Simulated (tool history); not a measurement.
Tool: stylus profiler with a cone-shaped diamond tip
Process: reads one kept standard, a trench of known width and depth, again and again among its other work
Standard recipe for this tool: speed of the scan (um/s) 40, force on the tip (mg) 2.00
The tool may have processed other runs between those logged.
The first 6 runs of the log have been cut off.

run,hour,speed of the scan (um/s),force on the tip (mg),depth of the trench (Å),width of the trench's floor (nm)
7,574.2,16,2.00,1011.4,17730
8,711.5,40,1.14,1010.0,17460
9,840.6,102,2.00,1012.7,17080
10,955.3,102,2.00,1011.5,17100
11,1069.4,40,2.00,1011.9,17480
# hour 1087.1: height scale calibrated on a step standard
12,1162.4,137,2.00,1006.4,16800
13,1303.6,40,2.00,1006.3,17430
14,1437.8,40,2.00,1005.9,17460
15,1497.3,40,2.00,1008.0,17410
16,1613.3,40,2.00,1006.1,17470
17,1681.8,40,2.00,1006.8,17410
18,1775.3,23,2.00,1006.4,17460
19,1852.2,23,2.00,1007.9,17520
20,1948.1,40,4.98,1010.7,17480
21,2033.7,40,1.80,1006.9,17330
# hour 2153.7: new tip fitted, height scale calibrated
22,2165.9,40,1.80,1004.7,18430
23,2306.9,40,1.80,1005.6,18400
24,2403.6,40,2.00,1007.0,18370
25,2482.6,51,2.00,1005.3,18320
26,2581.7,105,1.33,1004.2,17710

The next listed run, before its measurement:
27,2714.3,105,1.33,?,?

Logged for run 27: depth of the trench (Å) 1004.6, width of the trench's floor (nm) 17720.
Take away the tool's hidden state, keep the run-to-run variation as it was, and the same run would have given depth of the trench (Å) 1004.0, width of the trench's floor (nm) 17860.
